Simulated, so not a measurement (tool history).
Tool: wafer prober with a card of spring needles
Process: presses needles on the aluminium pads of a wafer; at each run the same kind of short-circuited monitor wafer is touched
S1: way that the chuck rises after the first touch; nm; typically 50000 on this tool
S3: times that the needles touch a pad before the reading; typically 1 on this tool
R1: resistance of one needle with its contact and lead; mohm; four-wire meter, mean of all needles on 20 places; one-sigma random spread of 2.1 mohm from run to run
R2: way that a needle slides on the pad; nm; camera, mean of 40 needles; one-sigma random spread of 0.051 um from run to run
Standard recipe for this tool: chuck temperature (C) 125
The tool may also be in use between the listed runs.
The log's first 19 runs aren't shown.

At hour 290.3: tips cleaned on abrasive film.
Run 20, hour 295.3: usual settings but S1 53000 nm, chuck temperature (C) 31. Result: R1 206 mohm, R2 10300 nm.
At hour 301.7: tips cleaned on abrasive film.
Run 21, hour 308.3: usual settings but S1 39000 nm, chuck temperature (C) 105. Result: R1 229 mohm, R2 7660 nm.
At hour 312.5: tips cleaned on abrasive film.
At hour 322.9: tips cleaned on abrasive film.
Run 22, hour 328.2: usual settings but chuck temperature (C) 111. Result: R1 223 mohm, R2 9820 nm.
At hour 334.2: tips cleaned on abrasive film.
At hour 345.5: tips cleaned on abrasive film.
Run 23, hour 347.2: usual settings but chuck temperature (C) 111. Result: R1 222 mohm, R2 9880 nm.
At hour 357.3: tips cleaned on abrasive film.
At hour 368.6: tips cleaned on abrasive film.
Run 24, hour 369: usual settings but S1 64000 nm, chuck temperature (C) 25, S3 2. Result: R1 199 mohm, R2 12590 nm.
Run 25, hour 378.5: usual settings but S1 39000 nm, chuck temperature (C) 57, S3 2. Result: R1 216 mohm, R2 7650 nm.
At hour 380.3: tips cleaned on abrasive film.
At hour 391.7: tips cleaned on abrasive film.
Run 26, hour 399.7: usual settings but S1 58000 nm, chuck temperature (C) 68. Result: R1 210 mohm, R2 11410 nm.
At hour 402.3: tips cleaned on abrasive film.
At hour 404.9: gauge calibrated.
At hour 412.6: tips cleaned on abrasive film.
Run 27, hour 420.1: usual settings but S1 35000 nm, chuck temperature (C) 53, S3 2. Result: R1 215 mohm, R2 6790 nm.
At hour 424: tips cleaned on abrasive film.
At hour 434.7: tips cleaned on abrasive film.
Run 28, hour 440.9: usual settings but S1 35000 nm, chuck temperature (C) 75, S3 2. Result: R1 221 mohm, R2 6730 nm.
At hour 445.4: tips cleaned on abrasive film.
At hour 456: tips cleaned on abrasive film.
Run 29, hour 459.1: usual settings but S1 35000 nm, chuck temperature (C) 75, S3 2. Result: R1 223 mohm, R2 6710 nm.
At hour 466.2: tips cleaned on abrasive film.
Run 30, hour 471.6: usual settings but S1 34000 nm, chuck temperature (C) 78. Result: R1 222 mohm, R2 6530 nm.
At hour 476.5: tips cleaned on abrasive film.
At hour 486.9: tips cleaned on abrasive film.
Run 31, hour 494: usual settings but chuck temperature (C) 54, S3 2. Result: R1 213 mohm, R2 9610 nm.

Below are 4 alternative next runs, each starting from the tool's condition after run 31. Predict each:
At hour 497.5: tips cleaned on abrasive film.
At hour 509.3: tips cleaned on abrasive film.
Run A, hour 509.6: usual settings but chuck temperature (C) 25. Result: R1 ?, R2 ?.
At hour 497.5: tips cleaned on abrasive film.
At hour 509.3: tips cleaned on abrasive film.
Run B, hour 509.6: usual settings but chuck temperature (C) 54, S3 2. Result: R1 ?, R2 ?.
At hour 497.5: tips cleaned on abrasive film.
At hour 509.3: tips cleaned on abrasive film.
Run C, hour 509.6: usual settings but S1 65000 nm, chuck temperature (C) 27. Result: R1 ?, R2 ?.
At hour 497.5: tips cleaned on abrasive film.
At hour 509.3: tips cleaned on abrasive film.
Run D, hour 509.6: usual settings but S1 34000 nm, chuck temperature (C) 54, S3 2. Result: R1 ?, R2 ?.

run   R1     R2
  A  200   9630
  B  209   9550
  C  202  12480
  D  218   6520
Had the tool no hidden state, the same runs would have come out as:
run   R1     R2
  A  200   9560
  B  209   9480
  C  202  12390
  D  218   6470
